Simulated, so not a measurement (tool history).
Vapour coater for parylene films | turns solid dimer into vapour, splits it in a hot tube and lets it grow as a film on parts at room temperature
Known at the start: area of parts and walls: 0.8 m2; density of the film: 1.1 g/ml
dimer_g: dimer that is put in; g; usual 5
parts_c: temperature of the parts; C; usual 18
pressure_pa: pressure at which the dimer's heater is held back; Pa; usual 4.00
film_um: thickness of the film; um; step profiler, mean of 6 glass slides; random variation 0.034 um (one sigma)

run 1 hour=0.0 | dimer_g=5 parts_c=18 pressure_pa=4.00 | film_um=3.27
run 2 hour=43.9 | dimer_g=5 parts_c=18 pressure_pa=4.00 | film_um=3.36
run 3 hour=70.9 | dimer_g=5 parts_c=18 pressure_pa=4.00 | film_um=3.24
run 4 hour=105.3 | dimer_g=5 parts_c=18 pressure_pa=4.00 | film_um=3.26
run 5 hour=136.3 | dimer_g=8 parts_c=18 pressure_pa=4.00 | film_um=5.24
run 6 hour=177.4 | dimer_g=8 parts_c=18 pressure_pa=4.00 | film_um=5.20
run 7 hour=218.6 | dimer_g=8 parts_c=18 pressure_pa=3.32 | film_um=5.20
run 8 hour=247.6 | dimer_g=8 parts_c=18 pressure_pa=3.32 | film_um=5.27
run 9 hour=281.2 | dimer_g=5 parts_c=18 pressure_pa=4.00 | film_um=3.14
run 10 hour=301.8 | dimer_g=5 parts_c=11 pressure_pa=4.00 | film_um=3.93
run 11 hour=345.5 | dimer_g=5 parts_c=18 pressure_pa=4.00 | film_um=3.08
run 12 hour=384.0 | dimer_g=5 parts_c=18 pressure_pa=4.00 | film_um=3.00
run 13 hour=419.3 | dimer_g=5 parts_c=30 pressure_pa=4.00 | film_um=2.04
run 14 hour=448.4 | dimer_g=5 parts_c=29 pressure_pa=4.21 | film_um=2.01
run 15 hour=477.8 | dimer_g=5 parts_c=12 pressure_pa=4.41 | film_um=3.64
run 16 hour=514.0 | dimer_g=9 parts_c=27 pressure_pa=11.80 | film_um=3.11
run 17 hour=554.0 | dimer_g=8 parts_c=18 pressure_pa=5.50 | film_um=4.35
run 18 hour=586.9 | dimer_g=6 parts_c=18 pressure_pa=8.24 | film_um=3.03
run 19 hour=623.7 | dimer_g=6 parts_c=18 pressure_pa=8.24 | film_um=2.96
run 20 hour=654.7 | dimer_g=5 parts_c=24 pressure_pa=3.89 | film_um=2.34
run 21 hour=687.4 | dimer_g=6 parts_c=18 pressure_pa=4.00 | film_um=3.42
run 22 hour=716.0 | dimer_g=5 parts_c=18 pressure_pa=2.87 | film_um=3.03
-- hour=738.4 trap's valve overhauled
run 23 hour=745.1 | dimer_g=3 parts_c=25 pressure_pa=4.68 | film_um=1.50
run 24 hour=771.5 | dimer_g=3 parts_c=25 pressure_pa=4.68 | film_um=1.50

5 ways to go on from here, each from the tool as it stands after run 24. What would each give?
run A hour=809.9 | dimer_g=7 parts_c=25 pressure_pa=4.68 | film_um=?
run B hour=809.9 | dimer_g=3 parts_c=16 pressure_pa=2.88 | film_um=?
run C hour=809.9 | dimer_g=3 parts_c=21 pressure_pa=4.68 | film_um=?
run D hour=809.9 | dimer_g=3 parts_c=16 pressure_pa=3.27 | film_um=?
run E hour=809.9 | dimer_g=5 parts_c=18 pressure_pa=2.14 | film_um=?

run=A film_um=3.45
run=B film_um=2.23
run=C film_um=1.63
run=D film_um=2.14
run=E film_um=3.69
Without the tool's hidden state the same runs would have given:
run=A film_um=3.58
run=B film_um=2.32
run=C film_um=1.70
run=D film_um=2.23
run=E film_um=3.83

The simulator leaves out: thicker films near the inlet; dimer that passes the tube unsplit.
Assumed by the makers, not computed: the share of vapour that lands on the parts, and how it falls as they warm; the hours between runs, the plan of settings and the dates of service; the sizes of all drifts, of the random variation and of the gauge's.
